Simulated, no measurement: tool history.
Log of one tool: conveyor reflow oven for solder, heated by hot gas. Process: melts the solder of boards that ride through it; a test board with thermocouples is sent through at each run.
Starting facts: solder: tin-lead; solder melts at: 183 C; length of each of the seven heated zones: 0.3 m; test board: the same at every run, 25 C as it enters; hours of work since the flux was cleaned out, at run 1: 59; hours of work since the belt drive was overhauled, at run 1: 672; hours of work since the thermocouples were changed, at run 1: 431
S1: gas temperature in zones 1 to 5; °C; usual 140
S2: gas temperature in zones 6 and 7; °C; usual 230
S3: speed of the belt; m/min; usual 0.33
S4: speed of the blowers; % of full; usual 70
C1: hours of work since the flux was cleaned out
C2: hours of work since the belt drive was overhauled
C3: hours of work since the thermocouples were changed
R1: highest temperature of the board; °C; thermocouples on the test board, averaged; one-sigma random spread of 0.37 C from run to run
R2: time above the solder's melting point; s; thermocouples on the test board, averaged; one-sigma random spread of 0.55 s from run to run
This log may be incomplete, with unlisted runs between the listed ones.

run	hour	S1	S2	S3	S4	C1	C2	C3	R1	R2
1	0	140	230	0.33	70	59	672	431	217.6	84.8
2	23.7	143	230	0.33	70	70	683	442	218.3	87.2
3	39.5	143	230	0.33	70	77	691	449	218.1	86.2
4	56.8	143	230	0.33	52	85	699	457	214.3	81.3
5	83.2	128	230	0.33	70	98	711	469	215.5	77.5
6	108.2	128	230	0.33	70	109	723	481	215.9	75.6
7	130.6	128	230	0.33	70	120	733	491	215.7	76.7
8	156	140	230	0.33	70	131	745	503	217.8	85.3
9	175.3	140	230	0.33	70	140	754	512	217.2	85
10	190.2	148	230	0.33	70	147	761	519	218.6	90.9
11	219.8	148	230	0.33	70	161	774	532	218.3	90
# hour 232.5: flux residue cleaned out of gas plates and filters
12	249.9	148	230	0.33	70	8	786	544	218.9	91.2
13	267.8	148	230	0.33	70	16	794	552	219.4	91.2
# hour 273.7: belt drive overhauled, speed set with a stopwatch
14	290.4	140	230	0.271	70	25	8	561	223	112.9
15	317.9	140	230	0.271	70	38	20	574	223.2	113.1
# hour 330.9: belt drive overhauled, speed set with a stopwatch, once more
16	352.3	141	230	0.354	70	52	10	588	216.1	77.1
17	365.5	134	230	0.262	51	58	16	594	219.4	104.8
18	389.1	142	221	0.33	52	69	27	605	206.4	68.6
19	415	140	230	0.33	76	81	39	617	218.2	84.9
20	432.6	146	226	0.338	76	89	47	625	215.3	83.4
21	461	146	226	0.338	80	102	60	638	215.6	82.6
22	484.2	146	231	0.338	54	113	71	649	215.8	82.3
23	511.9	145	233	0.375	54	126	84	662	213.7	70.3
24	527.8	145	233	0.375	54	133	91	669	213.2	70
25	552.7	151	241	0.265	70	145	103	681	234.1	127.7
26	572.2	151	241	0.265	70	154	112	690	234.8	128.5
# hour 602.3: flux residue cleaned out of gas plates and filters
27	604.2	151	241	0.265	70	1	124	702	235.2	129.5
28	632.6	151	241	0.265	70	14	137	715	235.6	130.5
29	651.7	148	220	0.33	70	23	146	724	211.2	82.7
30	673.1	148	220	0.33	70	33	156	734	210.8	81.4

Take each entry between the runs: how does the hidden state at the last listed run before it differ from the hidden state at the first listed run after it?
From run 11 to run 12: flux residue cleaned out of gas plates and filters (hour 232.5)
  heat that the gas passes to the board, % of a clean oven's: 94.4 -> 99.5; belt's true speed, % of the reading: 98.68 -> 98.66; true gas temperature in zones 6 and 7 over the reading, C: 1.23 -> 1.27
  measured value less the no-hidden-state value, R1: +0.4 -> +1.4 °C; R2: +1.4 -> +2.6 s
From run 13 to run 14: belt drive overhauled, speed set with a stopwatch (hour 273.7)
  heat that the gas passes to the board, % of a clean oven's: 99.2 -> 98.9; belt's true speed, % of the reading: 98.65 -> 98; true gas temperature in zones 6 and 7 over the reading, C: 1.3 -> 1.33
  measured value less the no-hidden-state value, R1: +1.4 -> +1.5 °C; R2: +2.6 -> +3.9 s
From run 15 to run 16: belt drive overhauled, speed set with a stopwatch, once more (hour 330.9)
  heat that the gas passes to the board, % of a clean oven's: 98.6 -> 98.2; belt's true speed, % of the reading: 97.98 -> 99.96; true gas temperature in zones 6 and 7 over the reading, C: 1.37 -> 1.42
  measured value less the no-hidden-state value, R1: +1.5 -> +0.8 °C; R2: +3.8 -> +0.8 s
From run 26 to run 27: flux residue cleaned out of gas plates and filters (hour 602.3)
  heat that the gas passes to the board, % of a clean oven's: 95.1 -> 99.7; belt's true speed, % of the reading: 99.79 -> 99.77; true gas temperature in zones 6 and 7 over the reading, C: 1.75 -> 1.8
  measured value less the no-hidden-state value, R1: +1 -> +1.7 °C; R2: +1 -> +1.5 s
